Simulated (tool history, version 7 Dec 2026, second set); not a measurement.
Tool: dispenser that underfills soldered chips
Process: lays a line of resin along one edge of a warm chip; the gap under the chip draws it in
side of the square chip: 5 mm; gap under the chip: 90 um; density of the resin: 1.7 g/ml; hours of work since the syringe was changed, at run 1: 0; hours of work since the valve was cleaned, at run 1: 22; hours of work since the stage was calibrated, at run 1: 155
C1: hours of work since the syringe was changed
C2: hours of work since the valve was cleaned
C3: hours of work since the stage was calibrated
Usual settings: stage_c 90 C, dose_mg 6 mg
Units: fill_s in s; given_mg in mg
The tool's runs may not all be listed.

{"run": 1, "hour": 0.0, "stage_c": 90, "dose_mg": 6, "C1": 0, "C2": 22, "C3": 155, "fill_s": 8, "given_mg": 5.91}
{"run": 2, "hour": 3.6, "stage_c": 90, "dose_mg": 6, "C1": 3, "C2": 24, "C3": 158, "fill_s": 9.7, "given_mg": 5.9}
{"run": 3, "hour": 6.6, "stage_c": 90, "dose_mg": 6, "C1": 5, "C2": 26, "C3": 160, "fill_s": 10.4, "given_mg": 5.87}
{"hour": 8.6, "done": "new syringe of resin"}
{"run": 4, "hour": 11.1, "stage_c": 90, "dose_mg": 6, "C1": 2, "C2": 29, "C3": 163, "fill_s": 9, "given_mg": 5.91}
{"run": 5, "hour": 14.4, "stage_c": 90, "dose_mg": 6, "C1": 4, "C2": 32, "C3": 165, "fill_s": 10.8, "given_mg": 5.84}
{"hour": 17.9, "done": "new syringe of resin"}
{"run": 6, "hour": 19.3, "stage_c": 90, "dose_mg": 6, "C1": 1, "C2": 35, "C3": 168, "fill_s": 8.4, "given_mg": 5.85}
{"run": 7, "hour": 23.7, "stage_c": 90, "dose_mg": 5.71, "C1": 4, "C2": 38, "C3": 171, "fill_s": 10.2, "given_mg": 5.59}
{"hour": 26.7, "done": "new syringe of resin"}
{"run": 8, "hour": 27.9, "stage_c": 90, "dose_mg": 6, "C1": 1, "C2": 40, "C3": 174, "fill_s": 8.6, "given_mg": 5.84}
{"run": 9, "hour": 33.6, "stage_c": 90, "dose_mg": 6, "C1": 5, "C2": 44, "C3": 178, "fill_s": 10.7, "given_mg": 5.79}
{"hour": 35.9, "done": "dispensing valve cleaned and set on the balance"}
{"hour": 36.7, "done": "new syringe of resin"}
{"run": 10, "hour": 38.1, "stage_c": 90, "dose_mg": 6.15, "C1": 1, "C2": 1, "C3": 180, "fill_s": 8.8, "given_mg": 6.1}
{"run": 11, "hour": 42.3, "stage_c": 79, "dose_mg": 6, "C1": 4, "C2": 4, "C3": 183, "fill_s": 15.4, "given_mg": 5.95}
{"hour": 45.7, "done": "new syringe of resin"}
{"run": 12, "hour": 49.2, "stage_c": 90, "dose_mg": 5.81, "C1": 2, "C2": 9, "C3": 187, "fill_s": 9.7, "given_mg": 5.73}
{"hour": 54.8, "done": "new syringe of resin"}
{"run": 13, "hour": 55.6, "stage_c": 90, "dose_mg": 5.81, "C1": 1, "C2": 13, "C3": 192, "fill_s": 8.1, "given_mg": 5.72}
{"run": 14, "hour": 59.5, "stage_c": 90, "dose_mg": 5.81, "C1": 3, "C2": 16, "C3": 194, "fill_s": 10.1, "given_mg": 5.74}
{"hour": 63.7, "done": "new syringe of resin"}
{"run": 15, "hour": 63.7, "stage_c": 98, "dose_mg": 6, "C1": 0, "C2": 18, "C3": 197, "fill_s": 6.2, "given_mg": 5.87}
{"run": 16, "hour": 69.8, "stage_c": 90, "dose_mg": 5.29, "C1": 4, "C2": 22, "C3": 201, "fill_s": 10.8, "given_mg": 5.18}
{"hour": 72.4, "done": "new syringe of resin"}
{"run": 17, "hour": 76.1, "stage_c": 90, "dose_mg": 5.29, "C1": 3, "C2": 27, "C3": 205, "fill_s": 9.7, "given_mg": 5.16}
{"run": 18, "hour": 80.7, "stage_c": 90, "dose_mg": 5.29, "C1": 6, "C2": 30, "C3": 208, "fill_s": 11.8, "given_mg": 5.15}
{"hour": 81.3, "done": "new syringe of resin"}
{"run": 19, "hour": 84.4, "stage_c": 90, "dose_mg": 5.29, "C1": 2, "C2": 32, "C3": 211, "fill_s": 9.2, "given_mg": 5.14}
{"run": 20, "hour": 89.0, "stage_c": 78, "dose_mg": 5.91, "C1": 5, "C2": 35, "C3": 214, "fill_s": 17.9, "given_mg": 5.69}
{"hour": 90.3, "done": "new syringe of resin"}
{"run": 21, "hour": 92.4, "stage_c": 99, "dose_mg": 5.49, "C1": 1, "C2": 37, "C3": 216, "fill_s": 6.9, "given_mg": 5.29}
{"run": 22, "hour": 95.5, "stage_c": 90, "dose_mg": 7.39, "C1": 4, "C2": 39, "C3": 218, "fill_s": 9.8, "given_mg": 7.15}
{"hour": 99.4, "done": "new syringe of resin"}
{"run": 23, "hour": 100.9, "stage_c": 90, "dose_mg": 7.39, "C1": 1, "C2": 43, "C3": 222, "fill_s": 8.4, "given_mg": 7.14}
{"hour": 105.5, "done": "dispensing valve cleaned and set on the balance"}
{"run": 24, "hour": 108.4, "stage_c": 90, "dose_mg": 7.78, "C1": 6, "C2": 2, "C3": 226, "fill_s": 11.3, "given_mg": 7.73}
{"hour": 109.3, "done": "new syringe of resin"}
{"run": 25, "hour": 115.2, "stage_c": 90, "dose_mg": 7.78, "C1": 4, "C2": 6, "C3": 231, "fill_s": 10.7, "given_mg": 7.75}
{"hour": 118.1, "done": "new syringe of resin"}
{"run": 26, "hour": 121.2, "stage_c": 78, "dose_mg": 5.45, "C1": 2, "C2": 10, "C3": 234, "fill_s": 14.2, "given_mg": 5.4}
{"hour": 126.9, "done": "new syringe of resin"}
{"run": 27, "hour": 127.9, "stage_c": 97, "dose_mg": 6.26, "C1": 1, "C2": 15, "C3": 239, "fill_s": 6.1, "given_mg": 6.16}
{"run": 28, "hour": 131.5, "stage_c": 92, "dose_mg": 6.19, "C1": 3, "C2": 17, "C3": 241, "fill_s": 9.1, "given_mg": 6.14}
{"hour": 135.6, "done": "new syringe of resin"}
{"run": 29, "hour": 138.3, "stage_c": 96, "dose_mg": 7.1, "C1": 2, "C2": 22, "C3": 246, "fill_s": 7.3, "given_mg": 6.99}
{"run": 30, "hour": 142.9, "stage_c": 96, "dose_mg": 7.43, "C1": 5, "C2": 25, "C3": 249, "fill_s": 8.9, "given_mg": 7.3}
{"hour": 144.7, "done": "new syringe of resin"}
{"run": 31, "hour": 148.8, "stage_c": 96, "dose_mg": 7.43, "C1": 3, "C2": 29, "C3": 253, "fill_s": 7.6, "given_mg": 7.24}
{"run": 32, "hour": 152.9, "stage_c": 96, "dose_mg": 7.43, "C1": 6, "C2": 31, "C3": 256, "fill_s": 8.5, "given_mg": 7.25}
{"hour": 153.5, "done": "new syringe of resin"}
{"run": 33, "hour": 159.2, "stage_c": 96, "dose_mg": 7.43, "C1": 4, "C2": 36, "C3": 260, "fill_s": 8, "given_mg": 7.23}
{"hour": 162.5, "done": "new syringe of resin"}
{"run": 34, "hour": 162.6, "stage_c": 96, "dose_mg": 7.43, "C1": 0, "C2": 38, "C3": 262, "fill_s": 6.1, "given_mg": 7.22}
{"run": 35, "hour": 168.1, "stage_c": 96, "dose_mg": 7.43, "C1": 4, "C2": 41, "C3": 266, "fill_s": 8, "given_mg": 7.21}
{"hour": 171.5, "done": "new syringe of resin"}
{"run": 36, "hour": 171.5, "stage_c": 81, "dose_mg": 5.32, "C1": 0, "C2": 44, "C3": 268, "fill_s": 11.5, "given_mg": 5.13}
{"hour": 174.9, "done": "dispensing valve cleaned and set on the balance"}
{"run": 37, "hour": 178.7, "stage_c": 89, "dose_mg": 5.32, "C1": 4, "C2": 3, "C3": 272, "fill_s": 11.4, "given_mg": 5.28}

Measured less the same run without the tool's hidden state. The same run-to-run variation is in both; the gauge's scatter may not be:
The hidden state here: resin's viscosity, % of fresh resin's; dose that the valve gives, % of what is set; true chip temperature over the reading, C; drift of the gauge itself on fill_s, %; drift of the gauge itself on given_mg, %.
run=1 fill_s=+0 given_mg=-0.09
run=2 fill_s=+1.4 given_mg=-0.11
run=3 fill_s=+3 given_mg=-0.12
run=4 fill_s=+0.7 given_mg=-0.12
run=5 fill_s=+2.2 given_mg=-0.14
run=6 fill_s=+0.3 given_mg=-0.15
run=7 fill_s=+2.3 given_mg=-0.15
run=8 fill_s=+0.1 given_mg=-0.17
run=9 fill_s=+2.7 given_mg=-0.19
run=10 fill_s=+0.5 given_mg=-0.03
run=11 fill_s=+3.4 given_mg=-0.05
run=12 fill_s=+1 given_mg=-0.07
run=13 fill_s=+0.1 given_mg=-0.08
run=14 fill_s=+1.7 given_mg=-0.1
run=15 fill_s=-0.2 given_mg=-0.11
run=16 fill_s=+2.5 given_mg=-0.11
run=17 fill_s=+1.2 given_mg=-0.13
run=18 fill_s=+3.5 given_mg=-0.14
run=19 fill_s=+1 given_mg=-0.15
run=20 fill_s=+4.9 given_mg=-0.18
run=21 fill_s=+0.5 given_mg=-0.17
run=22 fill_s=+1.9 given_mg=-0.25
run=23 fill_s=+0.4 given_mg=-0.26
run=24 fill_s=+3.3 given_mg=-0.01
run=25 fill_s=+2.2 given_mg=-0.04
run=26 fill_s=+1.3 given_mg=-0.05
run=27 fill_s=+0 given_mg=-0.07
run=28 fill_s=+1.5 given_mg=-0.08
run=29 fill_s=+0.6 given_mg=-0.11
run=30 fill_s=+2.3 given_mg=-0.14
run=31 fill_s=+1 given_mg=-0.16
run=32 fill_s=+2.5 given_mg=-0.16
run=33 fill_s=+1.6 given_mg=-0.19
run=34 fill_s=-0.4 given_mg=-0.2
run=35 fill_s=+1.5 given_mg=-0.23
run=36 fill_s=-0.5 given_mg=-0.17
run=37 fill_s=+2.4 given_mg=-0.01

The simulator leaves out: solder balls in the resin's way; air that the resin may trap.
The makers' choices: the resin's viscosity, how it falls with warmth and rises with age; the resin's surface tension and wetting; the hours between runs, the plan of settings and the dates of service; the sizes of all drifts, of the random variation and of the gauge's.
